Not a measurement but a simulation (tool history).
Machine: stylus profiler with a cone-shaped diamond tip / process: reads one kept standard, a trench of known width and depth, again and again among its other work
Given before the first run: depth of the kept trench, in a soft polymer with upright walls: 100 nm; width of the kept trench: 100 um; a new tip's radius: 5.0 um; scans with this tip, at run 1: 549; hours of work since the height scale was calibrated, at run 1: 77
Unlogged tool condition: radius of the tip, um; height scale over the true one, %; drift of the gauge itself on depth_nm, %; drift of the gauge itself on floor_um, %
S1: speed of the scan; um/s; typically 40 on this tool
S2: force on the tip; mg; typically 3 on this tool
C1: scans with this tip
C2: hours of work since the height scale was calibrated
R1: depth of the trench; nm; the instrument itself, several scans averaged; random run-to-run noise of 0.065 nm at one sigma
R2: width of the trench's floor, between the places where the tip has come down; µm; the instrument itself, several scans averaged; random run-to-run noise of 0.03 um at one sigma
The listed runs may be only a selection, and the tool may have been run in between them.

run    hour   S1    S2     C1    C2      R1     R2
  1       0   40     3    549    77  101.99  97.89
  2    53.1   40     3    853   119  101.76  97.93
  3   104.2   25     3   1146   160  101.95  97.87
  4   146.2   25     3   1386   193  101.99  97.86
  5   184.3   40     3   1605   224  101.91  97.87
  6   268.4   40     3   2087   291  101.98  97.83
  7   322.9   34     3   2399   334  101.98  97.83
  8   390.4   40   4.4   2786   388  102.63  97.79
  9   463.3   40   4.4   3203   447  102.53  97.74
 10   520.4   40   4.4   3530   492  102.54  97.75
 11   573.4   40  2.36   3834   535  101.67  97.72
 12     641   40     3   4222   589  102.12  97.71
 13   705.6   40     3   4592   640  102.12  97.66
 14   783.2   96     3   5037   702  102.07  97.53
 15   818.4   96     3   5238   730   102.2   97.6
 16   872.5   96   7.6   5548   774  103.72  97.58
 17   911.7   40     3   5773   805  102.12  97.68
 18   961.6   40     3   6059   845  102.23  97.62
 19  1033.3   62     3   6470   902  102.21  97.56
 20  1080.6   45     3   6741   940  102.16  97.55
 21    1131   40  1.01   7030   980  101.28   97.5
 22  1181.8   40  1.01   7321  1021  101.33  97.46
 23  1251.7   40  1.96   7721  1077   101.8  97.45
 24  1332.5   31  1.94   8185  1141  101.78  97.51
 25  1404.2   31  1.94   8595  1198  101.91  97.49
 26  1452.5   56  1.94   8872  1237   101.9  97.37
 27  1502.3   56  1.94   9158  1277  101.85  97.39
 28  1579.4   56  1.94   9599  1338     102  97.35
 29  1620.3   56  1.94   9834  1371  101.94  97.35
     1628.5  -- height scale calibrated on a step standard
 30  1692.7   56  1.94  10246    51  102.24  97.33
 31  1768.7   41   1.7  10681   112  102.15  97.35
     1828.4  -- height scale calibrated on a step standard, once more
 32  1839.5   14   1.7  11084     9  101.45  97.44
 33  1895.5   50     3  11405    54  102.01  97.33
 34  1945.2   30  3.79  11690    93   102.3  97.37
 35  2018.1   30  3.79  12107   152  102.17  97.45
 36  2086.9   12  4.49  12502   207  102.49  97.33
 37    2161   17  2.32  12926   266  101.88  97.36
 38  2248.3  115  1.67  13427   335  101.48  97.06
 39  2290.2   19  8.07  13667   369  103.85  97.34
 40    2362  108   1.4  14078   426  101.34  96.93
 41  2412.7   33     3  14369   467  102.11  97.22
 42  2494.7   33     3  14838   532  102.15  97.24
 43  2557.6   63     3  15199   583  102.09  97.12
 44  2602.3   63  8.81  15455   618   104.2  97.14
 45  2663.1   17  4.19  15804   667  102.63   97.2
 46  2746.8   13  1.08  16283   734  101.29  97.21

Below are 3 alternative next runs, each starting from the tool's condition after run 46. Predict each:
  A  2824  80  4.01  16726  795   ?   ?
  B  2824  40  6.98  16726  795   ?   ?
  C  2824  52   2.7  16726  795   ?   ?

run      R1     R2
  A  102.57  97.04
  B  103.61  97.13
  C  102.06  97.09
With no hidden state in the tool, these same runs would have given:
run      R1     R2
  A  102.22  97.85
  B  103.26  97.95
  C  101.71   97.9
